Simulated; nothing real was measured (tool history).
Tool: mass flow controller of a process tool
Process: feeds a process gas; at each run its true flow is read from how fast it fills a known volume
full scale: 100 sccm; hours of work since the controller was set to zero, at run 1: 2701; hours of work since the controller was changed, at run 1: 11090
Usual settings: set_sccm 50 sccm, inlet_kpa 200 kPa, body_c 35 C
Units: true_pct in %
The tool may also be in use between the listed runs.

run,hour,set_sccm,inlet_kpa,body_c,hours of work since the controller was set to zero,hours of work since the controller was changed,true_pct
1,0,50,200,35,2701,11090,99.98
2,353.8,31,200,35,2983,11372,99.67
3,590.8,31,200,23,3172,11561,99.07
4,796.9,31,200,23,3336,11725,99.06
5,1004.8,31,160,23,3502,11891,99.31
6,1347.2,55,200,35,3775,12164,100.05
7,1520.5,55,200,35,3913,12303,99.9
# hour 1704.9: controller's zero set anew
8,1928.8,55,200,35,179,12628,99.93
9,2355.5,45,200,35,519,12968,99.86
10,2752.7,45,200,35,836,13285,99.94
11,3042.4,13,200,35,1067,13516,99.53

5 ways to go on from here, each from the tool as it stands after run 11. What would each give?
A,3264,13,200,23,1244,13693,?
B,3264,50,200,38,1244,13693,?
C,3264,28,200,35,1244,13693,?
D,3264,81,266,25,1244,13693,?
E,3264,50,162,35,1244,13693,?

run,true_pct
A,98.86
B,100.07
C,99.55
D,99.34
E,100.21
Without the tool's hidden state the same runs would have given:
run,true_pct
A,98.86
B,100.08
C,99.56
D,99.35
E,100.22
